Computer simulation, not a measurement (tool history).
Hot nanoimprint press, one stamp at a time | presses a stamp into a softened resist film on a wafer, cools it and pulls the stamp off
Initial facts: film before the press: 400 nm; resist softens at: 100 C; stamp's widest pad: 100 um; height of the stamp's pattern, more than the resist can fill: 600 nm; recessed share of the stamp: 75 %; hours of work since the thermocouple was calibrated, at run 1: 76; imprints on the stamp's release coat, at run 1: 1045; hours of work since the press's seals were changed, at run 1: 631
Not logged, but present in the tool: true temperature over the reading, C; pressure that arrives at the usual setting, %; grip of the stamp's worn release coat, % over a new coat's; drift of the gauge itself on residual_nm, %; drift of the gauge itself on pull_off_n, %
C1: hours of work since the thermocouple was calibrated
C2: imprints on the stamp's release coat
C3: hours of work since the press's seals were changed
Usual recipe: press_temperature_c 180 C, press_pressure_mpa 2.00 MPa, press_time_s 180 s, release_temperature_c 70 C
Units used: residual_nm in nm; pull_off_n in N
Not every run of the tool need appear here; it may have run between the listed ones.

run 1 hour=0.0 | press_temperature_c=180 press_pressure_mpa=2.00 press_time_s=180 release_temperature_c=70 | C1=76 C2=1045 C3=631 | residual_nm=155.0 pull_off_n=211
run 2 hour=61.7 | press_temperature_c=180 press_pressure_mpa=2.00 press_time_s=306 release_temperature_c=70 | C1=119 C2=1225 C3=674 | residual_nm=125.3 pull_off_n=216
run 3 hour=121.4 | press_temperature_c=180 press_pressure_mpa=3.17 press_time_s=180 release_temperature_c=70 | C1=161 C2=1400 C3=716 | residual_nm=121.1 pull_off_n=209
run 4 hour=166.6 | press_temperature_c=180 press_pressure_mpa=2.00 press_time_s=180 release_temperature_c=70 | C1=192 C2=1532 C3=747 | residual_nm=155.2 pull_off_n=210
run 5 hour=198.9 | press_temperature_c=180 press_pressure_mpa=2.00 press_time_s=180 release_temperature_c=70 | C1=214 C2=1626 C3=769 | residual_nm=155.7 pull_off_n=210
run 6 hour=269.0 | press_temperature_c=180 press_pressure_mpa=2.00 press_time_s=114 release_temperature_c=70 | C1=263 C2=1831 C3=818 | residual_nm=183.2 pull_off_n=210
run 7 hour=330.1 | press_temperature_c=180 press_pressure_mpa=2.00 press_time_s=180 release_temperature_c=70 | C1=306 C2=2010 C3=861 | residual_nm=155.5 pull_off_n=211
run 8 hour=362.7 | press_temperature_c=180 press_pressure_mpa=2.00 press_time_s=180 release_temperature_c=70 | C1=328 C2=2105 C3=883 | residual_nm=154.5 pull_off_n=218
-- hour=408.4 stamp cleaned and given a new release coat
run 9 hour=416.8 | press_temperature_c=180 press_pressure_mpa=2.00 press_time_s=180 release_temperature_c=70 | C1=362 C2=24 C3=917 | residual_nm=154.2 pull_off_n=210
run 10 hour=471.9 | press_temperature_c=180 press_pressure_mpa=2.00 press_time_s=180 release_temperature_c=70 | C1=400 C2=185 C3=955 | residual_nm=155.8 pull_off_n=213
run 11 hour=512.4 | press_temperature_c=180 press_pressure_mpa=2.00 press_time_s=180 release_temperature_c=70 | C1=428 C2=304 C3=983 | residual_nm=155.2 pull_off_n=212
run 12 hour=564.4 | press_temperature_c=180 press_pressure_mpa=2.00 press_time_s=180 release_temperature_c=56 | C1=464 C2=456 C3=1020 | residual_nm=154.2 pull_off_n=260
run 13 hour=626.4 | press_temperature_c=180 press_pressure_mpa=2.00 press_time_s=180 release_temperature_c=56 | C1=508 C2=637 C3=1063 | residual_nm=156.2 pull_off_n=253
run 14 hour=699.6 | press_temperature_c=180 press_pressure_mpa=2.00 press_time_s=180 release_temperature_c=60 | C1=558 C2=851 C3=1114 | residual_nm=156.8 pull_off_n=253
-- hour=718.9 plate thermocouple calibrated
run 15 hour=736.0 | press_temperature_c=180 press_pressure_mpa=2.00 press_time_s=180 release_temperature_c=60 | C1=12 C2=949 C3=1137 | residual_nm=156.1 pull_off_n=236
run 16 hour=780.6 | press_temperature_c=187 press_pressure_mpa=2.00 press_time_s=101 release_temperature_c=73 | C1=43 C2=1079 C3=1168 | residual_nm=159.0 pull_off_n=199
-- hour=814.8 press's hydraulic seals changed and the load cell set to zero
run 17 hour=838.2 | press_temperature_c=187 press_pressure_mpa=2.00 press_time_s=101 release_temperature_c=63 | C1=77 C2=1224 C3=16 | residual_nm=157.1 pull_off_n=238
run 18 hour=889.1 | press_temperature_c=172 press_pressure_mpa=1.53 press_time_s=360 release_temperature_c=72 | C1=113 C2=1372 C3=52 | residual_nm=178.5 pull_off_n=210
run 19 hour=959.7 | press_temperature_c=181 press_pressure_mpa=1.24 press_time_s=271 release_temperature_c=69 | C1=162 C2=1579 C3=101 | residual_nm=164.4 pull_off_n=218
run 20 hour=1002.8 | press_temperature_c=180 press_pressure_mpa=2.33 press_time_s=277 release_temperature_c=76 | C1=192 C2=1705 C3=131 | residual_nm=122.5 pull_off_n=186
run 21 hour=1034.1 | press_temperature_c=189 press_pressure_mpa=2.32 press_time_s=180 release_temperature_c=70 | C1=214 C2=1796 C3=153 | residual_nm=109.5 pull_off_n=207
run 22 hour=1071.5 | press_temperature_c=189 press_pressure_mpa=2.32 press_time_s=180 release_temperature_c=70 | C1=240 C2=1905 C3=179 | residual_nm=108.5 pull_off_n=217
run 23 hour=1136.7 | press_temperature_c=180 press_pressure_mpa=2.18 press_time_s=180 release_temperature_c=70 | C1=285 C2=2096 C3=224 | residual_nm=150.6 pull_off_n=215
-- hour=1180.5 stamp cleaned and given a new release coat
run 24 hour=1207.3 | press_temperature_c=180 press_pressure_mpa=2.18 press_time_s=180 release_temperature_c=70 | C1=330 C2=78 C3=269 | residual_nm=150.1 pull_off_n=213
run 25 hour=1272.0 | press_temperature_c=180 press_pressure_mpa=2.18 press_time_s=180 release_temperature_c=70 | C1=375 C2=267 C3=314 | residual_nm=149.8 pull_off_n=206
run 26 hour=1339.4 | press_temperature_c=180 press_pressure_mpa=2.18 press_time_s=264 release_temperature_c=68 | C1=422 C2=464 C3=361 | residual_nm=129.5 pull_off_n=214
run 27 hour=1382.9 | press_temperature_c=179 press_pressure_mpa=2.00 press_time_s=180 release_temperature_c=70 | C1=452 C2=591 C3=391 | residual_nm=161.6 pull_off_n=215
run 28 hour=1427.0 | press_temperature_c=191 press_pressure_mpa=1.70 press_time_s=180 release_temperature_c=70 | C1=483 C2=720 C3=422 | residual_nm=123.0 pull_off_n=212
run 29 hour=1458.5 | press_temperature_c=180 press_pressure_mpa=2.00 press_time_s=222 release_temperature_c=77 | C1=505 C2=812 C3=444 | residual_nm=144.8 pull_off_n=190

Pick out some run-to-run changes in residual_nm. Of each, how much would a tool without hidden state show as well, from the settings, what came in and chance, and how much is left for the hidden state and any gauge scatter not in both results compared?
Run 19 -> 20: press_temperature_c 181 -> 180, press_pressure_mpa 1.24 -> 2.33, press_time_s 271 -> 277, release_temperature_c 69 -> 76. residual_nm -41.9 nm: hidden state -0.4, all else -41.5.
Run 22 -> 23: press_temperature_c 189 -> 180, press_pressure_mpa 2.32 -> 2.18. residual_nm +42.1 nm: hidden state +0.7, all else +41.4.
Run 26 -> 27: press_temperature_c 180 -> 179, press_pressure_mpa 2.18 -> 2.00, press_time_s 264 -> 180, release_temperature_c 68 -> 70. residual_nm +32.1 nm: hidden state +0.6, all else +31.5.
